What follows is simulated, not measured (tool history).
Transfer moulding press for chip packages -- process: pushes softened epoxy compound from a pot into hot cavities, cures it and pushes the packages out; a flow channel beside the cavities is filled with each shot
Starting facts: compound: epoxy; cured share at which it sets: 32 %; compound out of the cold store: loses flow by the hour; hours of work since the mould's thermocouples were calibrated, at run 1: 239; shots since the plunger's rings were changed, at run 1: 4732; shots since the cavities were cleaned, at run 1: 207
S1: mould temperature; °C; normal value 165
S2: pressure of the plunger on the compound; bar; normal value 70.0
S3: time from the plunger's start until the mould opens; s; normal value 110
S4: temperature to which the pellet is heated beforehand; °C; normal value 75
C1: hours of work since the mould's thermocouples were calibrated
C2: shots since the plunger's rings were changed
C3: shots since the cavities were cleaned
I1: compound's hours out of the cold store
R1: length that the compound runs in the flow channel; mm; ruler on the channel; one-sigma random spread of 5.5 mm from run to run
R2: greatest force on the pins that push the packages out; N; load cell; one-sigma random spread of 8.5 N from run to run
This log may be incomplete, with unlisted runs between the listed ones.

run,hour,S1,S2,S3,S4,C1,C2,C3,I1,R1,R2
1,0.0,165,70.0,110,75,239,4732,207,26.0,606,602
2,5.6,165,70.0,110,75,243,4792,267,29.2,604,649
3,14.2,165,70.0,110,75,249,4885,360,44.0,565,668
4,18.3,165,70.0,110,75,251,4929,404,37.0,586,693
5,25.0,165,70.0,110,75,256,5001,476,14.0,632,739
6,29.9,165,63.0,110,75,259,5053,528,20.2,589,765
# hour 34.0: cavities cleaned with cleaning compound and waxed
7,36.7,165,63.0,110,75,262,5111,29,27.7,574,419
8,42.2,165,65.5,110,75,266,5170,88,18.7,603,485
9,50.2,165,65.5,110,73,271,5256,174,19.8,597,562
10,54.6,165,65.5,110,73,274,5303,221,40.3,562,594
11,60.3,165,65.5,110,73,278,5364,282,26.7,579,629
12,66.7,165,70.0,110,75,282,5433,351,31.9,600,673
13,71.3,165,70.0,110,75,285,5482,400,36.3,590,693
14,79.5,165,70.0,110,75,290,5570,488,17.7,613,753
# hour 87.4: cavities cleaned with cleaning compound and waxed
15,89.5,165,70.0,110,75,296,5662,23,16.1,622,420
16,98.7,159,80.9,131,67,302,5761,122,24.1,669,546
17,106.5,169,52.9,110,75,307,5844,205,27.5,512,553
18,114.1,160,71.8,110,79,312,5926,287,17.1,634,803
19,122.3,160,71.8,110,79,317,6014,375,35.5,609,857
# hour 124.7: mould's thermocouples calibrated
20,128.9,162,71.8,110,79,3,6064,425,25.7,615,770
21,135.2,161,60.0,105,80,7,6131,492,24.1,569,911
22,139.4,171,66.9,92,67,10,6176,537,16.3,591,769
# hour 141.9: mould's thermocouples calibrated, once more
# hour 144.4: cavities cleaned with cleaning compound and waxed
23,149.4,168,66.9,91,75,4,6246,54,32.4,567,508
24,157.7,168,66.9,91,75,9,6335,143,17.6,592,583
# hour 165.0: plunger's sealing rings changed
25,168.0,168,66.9,91,75,14,32,227,16.7,646,686
26,177.3,168,66.9,91,75,21,132,327,41.8,598,730
27,186.6,159,73.2,110,67,27,232,427,34.5,663,921
28,194.5,159,73.2,110,67,32,317,512,45.1,632,935
# hour 200.3: cavities cleaned with cleaning compound and waxed
29,202.1,159,73.2,110,67,36,383,21,40.6,648,521

Alternative continuations, all from the tool just after run 29; predict every row:
A,209.9,165,70.0,110,74,41,465,103,45.4,?,?
B,209.9,159,79.7,110,75,41,465,103,38.6,?,?
C,209.9,165,85.4,97,82,41,465,103,29.9,?,?

run,R1,R2
A,610,488
B,689,630
C,706,573
The same runs, with their run-to-run variation unchanged, on a tool lacking any hidden condition would have given:
run,R1,R2
A,615,368
B,694,476
C,711,433
